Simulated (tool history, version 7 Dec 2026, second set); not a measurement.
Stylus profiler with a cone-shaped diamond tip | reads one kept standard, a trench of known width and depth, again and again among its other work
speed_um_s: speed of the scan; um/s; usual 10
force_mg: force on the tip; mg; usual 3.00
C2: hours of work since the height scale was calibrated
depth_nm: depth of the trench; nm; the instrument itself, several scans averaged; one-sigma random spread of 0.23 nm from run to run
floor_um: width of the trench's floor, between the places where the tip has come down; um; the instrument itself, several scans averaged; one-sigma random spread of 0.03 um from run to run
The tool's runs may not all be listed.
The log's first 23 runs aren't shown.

Run 24, hour 297.7: usual settings but speed_um_s 3 um/s, force_mg 2.08 mg; scans with this tip 6526; C2 81. Result: depth_nm 1010.78 nm, floor_um 95.54 um.
At hour 299.4: height scale calibrated on a step standard, once more.
Run 25, hour 310.6: usual settings but speed_um_s 3 um/s, force_mg 1.06 mg; scans with this tip 6642; C2 8. Result: depth_nm 1004.71 nm, floor_um 95.57 um.
Run 26, hour 319.6: usual settings but speed_um_s 17 um/s, force_mg 1.60 mg; scans with this tip 6725; C2 15. Result: depth_nm 1005.96 nm, floor_um 95.47 um.
Run 27, hour 330.3: usual settings but speed_um_s 17 um/s, force_mg 1.47 mg; scans with this tip 6825; C2 23. Result: depth_nm 1005.67 nm, floor_um 95.45 um.
Run 28, hour 342.6: usual settings but speed_um_s 17 um/s, force_mg 3.44 mg; scans with this tip 6940; C2 32. Result: depth_nm 1010.14 nm, floor_um 95.52 um.
Run 29, hour 350.6: usual settings but speed_um_s 4 um/s, force_mg 4.40 mg; scans with this tip 7013; C2 38. Result: depth_nm 1011.99 nm, floor_um 95.52 um.
Run 30, hour 359.4: usual settings but speed_um_s 4 um/s, force_mg 6.97 mg; scans with this tip 7095; C2 44. Result: depth_nm 1016.17 nm, floor_um 95.52 um.
Run 31, hour 367.3: usual settings but speed_um_s 3 um/s, force_mg 2.54 mg; scans with this tip 7169; C2 50. Result: depth_nm 1008.35 nm, floor_um 95.43 um.
Run 32, hour 375.4: usual settings but speed_um_s 3 um/s, force_mg 2.54 mg; scans with this tip 7245; C2 56. Result: depth_nm 1008.09 nm, floor_um 95.57 um.
Run 33, hour 392.7: usual settings but force_mg 2.02 mg; scans with this tip 7406; C2 69. Result: depth_nm 1007.23 nm, floor_um 95.45 um.

Here are 3 independent what-if runs from the current tool condition. What would each one return?
Run A, hour 411.0: usual settings but speed_um_s 19 um/s, force_mg 1.60 mg; scans with this tip 7576; C2 82. Result: depth_nm ?, floor_um ?.
Run B, hour 411.0: usual settings but speed_um_s 18 um/s, force_mg 4.89 mg; scans with this tip 7576; C2 82. Result: depth_nm ?, floor_um ?.
Run C, hour 411.0: usual settings but speed_um_s 31 um/s, force_mg 6.44 mg; scans with this tip 7576; C2 82. Result: depth_nm ?, floor_um ?.

run  depth_nm  floor_um
  A   1005.90     95.37
  B   1013.11     95.45
  C   1015.43     95.39
The same runs, with their run-to-run variation unchanged, on a tool lacking any hidden condition would have given:
run  depth_nm  floor_um
  A   1005.47     95.86
  B   1012.68     95.94
  C   1015.00     95.88
